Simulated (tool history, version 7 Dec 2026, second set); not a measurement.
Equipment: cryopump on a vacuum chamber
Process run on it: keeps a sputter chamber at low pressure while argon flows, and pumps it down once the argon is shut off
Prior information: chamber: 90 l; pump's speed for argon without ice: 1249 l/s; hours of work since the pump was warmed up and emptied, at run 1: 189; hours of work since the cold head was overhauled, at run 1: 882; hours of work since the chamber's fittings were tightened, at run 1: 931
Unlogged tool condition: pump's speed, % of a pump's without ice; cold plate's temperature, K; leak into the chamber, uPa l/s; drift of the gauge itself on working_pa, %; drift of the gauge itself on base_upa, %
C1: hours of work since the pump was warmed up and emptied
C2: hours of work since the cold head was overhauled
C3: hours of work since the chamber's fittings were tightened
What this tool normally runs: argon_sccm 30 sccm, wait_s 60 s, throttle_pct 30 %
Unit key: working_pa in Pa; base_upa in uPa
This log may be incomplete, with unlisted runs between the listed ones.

{"run": 1, "hour": 0.0, "argon_sccm": 30, "wait_s": 60, "throttle_pct": 30, "C1": 189, "C2": 882, "C3": 931, "working_pa": 0.1409, "base_upa": 3.65}
{"run": 2, "hour": 66.3, "argon_sccm": 30, "wait_s": 60, "throttle_pct": 30, "C1": 221, "C2": 914, "C3": 963, "working_pa": 0.1423, "base_upa": 3.98}
{"run": 3, "hour": 130.6, "argon_sccm": 12, "wait_s": 60, "throttle_pct": 30, "C1": 251, "C2": 944, "C3": 993, "working_pa": 0.0576, "base_upa": 3.91}
{"run": 4, "hour": 198.5, "argon_sccm": 12, "wait_s": 60, "throttle_pct": 30, "C1": 283, "C2": 976, "C3": 1025, "working_pa": 0.058, "base_upa": 4.0}
{"run": 5, "hour": 261.5, "argon_sccm": 12, "wait_s": 60, "throttle_pct": 30, "C1": 313, "C2": 1006, "C3": 1055, "working_pa": 0.0578, "base_upa": 4.31}
{"hour": 329.4, "done": "leaking fittings of the chamber tightened, without venting"}
{"run": 6, "hour": 329.4, "argon_sccm": 30, "wait_s": 60, "throttle_pct": 30, "C1": 344, "C2": 1037, "C3": 0, "working_pa": 0.1462, "base_upa": 1.15}
{"run": 7, "hour": 402.1, "argon_sccm": 30, "wait_s": 60, "throttle_pct": 30, "C1": 379, "C2": 1072, "C3": 34, "working_pa": 0.1461, "base_upa": 1.25}
{"run": 8, "hour": 449.8, "argon_sccm": 30, "wait_s": 60, "throttle_pct": 30, "C1": 401, "C2": 1095, "C3": 57, "working_pa": 0.1473, "base_upa": 1.27}
{"run": 9, "hour": 494.1, "argon_sccm": 30, "wait_s": 60, "throttle_pct": 30, "C1": 422, "C2": 1115, "C3": 78, "working_pa": 0.149, "base_upa": 1.35}
{"run": 10, "hour": 535.6, "argon_sccm": 30, "wait_s": 60, "throttle_pct": 30, "C1": 442, "C2": 1135, "C3": 98, "working_pa": 0.1486, "base_upa": 1.44}
{"run": 11, "hour": 599.5, "argon_sccm": 30, "wait_s": 60, "throttle_pct": 30, "C1": 472, "C2": 1165, "C3": 128, "working_pa": 0.1513, "base_upa": 1.54}
{"run": 12, "hour": 631.0, "argon_sccm": 30, "wait_s": 60, "throttle_pct": 30, "C1": 487, "C2": 1180, "C3": 143, "working_pa": 0.1524, "base_upa": 1.61}
{"run": 13, "hour": 667.7, "argon_sccm": 30, "wait_s": 60, "throttle_pct": 46, "C1": 504, "C2": 1198, "C3": 160, "working_pa": 0.1052, "base_upa": 1.68}
{"run": 14, "hour": 720.8, "argon_sccm": 30, "wait_s": 60, "throttle_pct": 46, "C1": 530, "C2": 1223, "C3": 185, "working_pa": 0.1068, "base_upa": 1.74}
{"run": 15, "hour": 793.8, "argon_sccm": 30, "wait_s": 60, "throttle_pct": 46, "C1": 564, "C2": 1257, "C3": 220, "working_pa": 0.1072, "base_upa": 1.96}
{"run": 16, "hour": 828.5, "argon_sccm": 58, "wait_s": 84, "throttle_pct": 33, "C1": 581, "C2": 1274, "C3": 236, "working_pa": 0.2769, "base_upa": 1.8}
{"run": 17, "hour": 879.5, "argon_sccm": 13, "wait_s": 96, "throttle_pct": 55, "C1": 605, "C2": 1298, "C3": 261, "working_pa": 0.041, "base_upa": 1.79}
{"run": 18, "hour": 925.8, "argon_sccm": 44, "wait_s": 180, "throttle_pct": 28, "C1": 627, "C2": 1320, "C3": 282, "working_pa": 0.2453, "base_upa": 1.69}
{"run": 19, "hour": 959.0, "argon_sccm": 44, "wait_s": 50, "throttle_pct": 23, "C1": 642, "C2": 1336, "C3": 298, "working_pa": 0.2938, "base_upa": 2.56}
{"hour": 989.3, "done": "pump warmed up, emptied and cooled again"}
{"run": 20, "hour": 1012.4, "argon_sccm": 27, "wait_s": 58, "throttle_pct": 15, "C1": 11, "C2": 1359, "C3": 321, "working_pa": 0.2449, "base_upa": 1.92}
{"run": 21, "hour": 1054.3, "argon_sccm": 16, "wait_s": 54, "throttle_pct": 43, "C1": 31, "C2": 1378, "C3": 341, "working_pa": 0.0512, "base_upa": 1.96}
{"run": 22, "hour": 1115.4, "argon_sccm": 13, "wait_s": 257, "throttle_pct": 58, "C1": 60, "C2": 1407, "C3": 370, "working_pa": 0.0323, "base_upa": 1.39}
{"run": 23, "hour": 1163.2, "argon_sccm": 33, "wait_s": 80, "throttle_pct": 48, "C1": 82, "C2": 1430, "C3": 393, "working_pa": 0.0963, "base_upa": 1.88}
{"run": 24, "hour": 1224.2, "argon_sccm": 35, "wait_s": 105, "throttle_pct": 32, "C1": 111, "C2": 1459, "C3": 421, "working_pa": 0.1534, "base_upa": 1.79}
{"run": 25, "hour": 1262.2, "argon_sccm": 20, "wait_s": 266, "throttle_pct": 48, "C1": 129, "C2": 1477, "C3": 439, "working_pa": 0.0596, "base_upa": 1.69}
{"run": 26, "hour": 1296.9, "argon_sccm": 20, "wait_s": 93, "throttle_pct": 48, "C1": 146, "C2": 1493, "C3": 456, "working_pa": 0.0592, "base_upa": 2.06}
{"run": 27, "hour": 1347.2, "argon_sccm": 17, "wait_s": 66, "throttle_pct": 48, "C1": 169, "C2": 1517, "C3": 480, "working_pa": 0.0512, "base_upa": 2.31}
{"run": 28, "hour": 1424.5, "argon_sccm": 27, "wait_s": 21, "throttle_pct": 39, "C1": 206, "C2": 1554, "C3": 516, "working_pa": 0.0994, "base_upa": 3.97}

What if the next run were any one of these 3? Each begins from the tool's condition after run 28:
{"run": "A", "hour": 1500.1, "argon_sccm": 27, "wait_s": 21, "throttle_pct": 22, "C1": 242, "C2": 1590, "C3": 552, "working_pa": "?", "base_upa": "?"}
{"run": "B", "hour": 1500.1, "argon_sccm": 30, "wait_s": 170, "throttle_pct": 26, "C1": 242, "C2": 1590, "C3": 552, "working_pa": "?", "base_upa": "?"}
{"run": "C", "hour": 1500.1, "argon_sccm": 27, "wait_s": 167, "throttle_pct": 39, "C1": 242, "C2": 1590, "C3": 552, "working_pa": "?", "base_upa": "?"}

run=A working_pa=0.1713 base_upa=4.04
run=B working_pa=0.1629 base_upa=2.24
run=C working_pa=0.1008 base_upa=2.11
With no hidden state in the tool, these same runs would have given:
run=A working_pa=0.1646 base_upa=2.43
run=B working_pa=0.1554 base_upa=0.55
run=C working_pa=0.0940 base_upa=0.50
